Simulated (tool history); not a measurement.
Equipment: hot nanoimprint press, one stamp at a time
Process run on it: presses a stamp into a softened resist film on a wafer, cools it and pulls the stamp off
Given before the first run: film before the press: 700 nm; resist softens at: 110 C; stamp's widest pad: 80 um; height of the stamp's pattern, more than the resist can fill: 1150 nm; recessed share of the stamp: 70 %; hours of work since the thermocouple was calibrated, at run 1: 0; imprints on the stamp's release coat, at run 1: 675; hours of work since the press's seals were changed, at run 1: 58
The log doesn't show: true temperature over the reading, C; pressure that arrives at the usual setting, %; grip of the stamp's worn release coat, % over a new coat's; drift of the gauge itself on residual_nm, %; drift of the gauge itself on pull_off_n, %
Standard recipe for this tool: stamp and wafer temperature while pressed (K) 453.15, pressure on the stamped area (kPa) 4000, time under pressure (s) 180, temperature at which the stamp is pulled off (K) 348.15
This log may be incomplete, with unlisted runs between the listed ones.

run    hour  stamp and wafer temperature while pressed (K)  pressure on the stamped area (kPa)  time under pressure (s)  temperature at which the stamp is pulled off (K)  hours of work since the thermocouple was calibrated  imprints on the stamp's release coat  hours of work since the press's seals were changed  resist left under the stamp's widest pad (Å)  greatest force while the stamp is pulled off (N)
  1     0.0                                         453.15                                4000                      180                                            348.15                                                    0                                   675                                                  58                                          3359                                               169
  2    25.7                                         453.15                                4000                      180                                            348.15                                                   18                                   793                                                  76                                          3347                                               162
  3    76.1                                         453.15                                4000                      180                                            348.15                                                   53                                  1025                                                 111                                          3408                                               175
      117.4  -- stamp cleaned and given a new release coat
  4   134.0                                         453.15                                4000                      268                                            348.15                                                   89                                    77                                                 147                                          3002                                               142
  5   183.4                                         453.15                                4000                      268                                            348.15                                                  123                                   303                                                 181                                          3045                                               148
  6   225.6                                         453.15                                4000                      268                                            348.15                                                  153                                   497                                                 210                                          3067                                               155
  7   277.3                                         453.15                                4000                      184                                            348.15                                                  189                                   735                                                 246                                          3466                                               164
  8   327.5                                         453.15                                4000                      180                                            348.15                                                  223                                   966                                                 281                                          3521                                               179
  9   354.5                                         453.15                                4000                      180                                            348.15                                                  242                                  1090                                                 300                                          3526                                               184
      382.5  -- stamp cleaned and given a new release coat
 10   406.0                                         453.15                                2940                      180                                            348.15                                                  274                                   108                                                 332                                          4167                                               139
 11   459.9                                         453.15                                4000                      180                                            340.15                                                  311                                   356                                                 369                                          3563                                               168
 12   494.9                                         453.15                                4000                      180                                            340.15                                                  336                                   517                                                 393                                          3527                                               172
 13   530.5                                         453.15                                4000                      180                                            340.15                                                  360                                   681                                                 418                                          3604                                               172
 14   566.8                                         453.15                                4000                      180                                            340.15                                                  386                                   848                                                 443                                          3633                                               189
 15   626.6                                         453.15                                5810                      180                                            340.15                                                  427                                  1123                                                 485                                          2970                                               188
      649.3  -- stamp cleaned and given a new release coat
 16   690.8                                         463.15                                3720                      136                                            345.15                                                  468                                   191                                                 525                                          2829                                               145
      701.8  -- press's hydraulic seals changed and the load cell set to zero
 17   731.8                                         453.15                                4000                      116                                            351.15                                                  490                                   343                                                  21                                          4141                                               143
 18   785.4                                         453.15                                4000                      116                                            351.15                                                  528                                   589                                                  58                                          4145                                               155
      846.9  -- plate thermocouple calibrated
 19   850.4                                         453.15                                4680                      143                                            339.15                                                    2                                   874                                                 101                                          3371                                               185
 20   899.3                                         445.15                                4680                      118                                            339.15                                                   36                                  1099                                                 135                                          4854                                               203
      924.2  -- stamp cleaned and given a new release coat
 21   959.7                                         457.15                                2470                      118                                            339.15                                                   74                                   163                                                 173                                          4272                                               161
 22  1008.9                                         448.15                                4000                      180                                            348.15                                                  108                                   389                                                 207                                          4235                                               152
 23  1049.8                                         448.15                                4000                      180                                            348.15                                                  137                                   577                                                 236                                          4260                                               160
 24  1095.4                                         463.15                                4000                      180                                            336.15                                                  169                                   786                                                 267                                          2359                                               191
 25  1132.9                                         446.15                                2830                      209                                            337.15                                                  195                                   959                                                 293                                          5168                                               202
     1189.2  -- stamp cleaned and given a new release coat
 26  1193.4                                         446.15                                2830                      209                                            337.15                                                  233                                    20                                                 331                                          5231                                               147
 27  1250.7                                         446.15                                2830                      209                                            337.15                                                  272                                   283                                                 371                                          5163                                               160
 28  1309.5                                         446.15                                2830                      209                                            337.15                                                  313                                   553                                                 412                                          5238                                               175
 29  1367.2                                         446.15                                2830                      209                                            346.15                                                  353                                   819                                                 452                                          5258                                               170

Below, each run's measurement less what the same run would have read without the hidden state. Both values contain the same run-to-run variation, but the gauge's scatter may not be the same in both:
run  resist left under the stamp's widest pad (Å)  greatest force while the stamp is pulled off (N)
  1                                            -8                                               +28
  2                                            +3                                               +30
  3                                           +24                                               +41
  4                                           +43                                                +4
  5                                           +64                                               +12
  6                                           +81                                               +20
  7                                          +110                                               +31
  8                                          +133                                               +41
  9                                          +145                                               +46
 10                                          +169                                                +5
 11                                          +189                                               +17
 12                                          +205                                               +25
 13                                          +222                                               +31
 14                                          +241                                               +40
 15                                          +252                                               +49
 16                                          +216                                               +10
 17                                          +282                                               +15
 18                                          +308                                               +26
 19                                           +40                                               +38
 20                                           +72                                               +51
 21                                           +75                                                +8
 22                                          +119                                               +16
 23                                          +141                                               +24
 24                                           +96                                               +37
 25                                          +172                                               +46
 26                                          +200                                                +2
 27                                          +221                                               +14
 28                                          +251                                               +26
 29                                          +279                                               +35
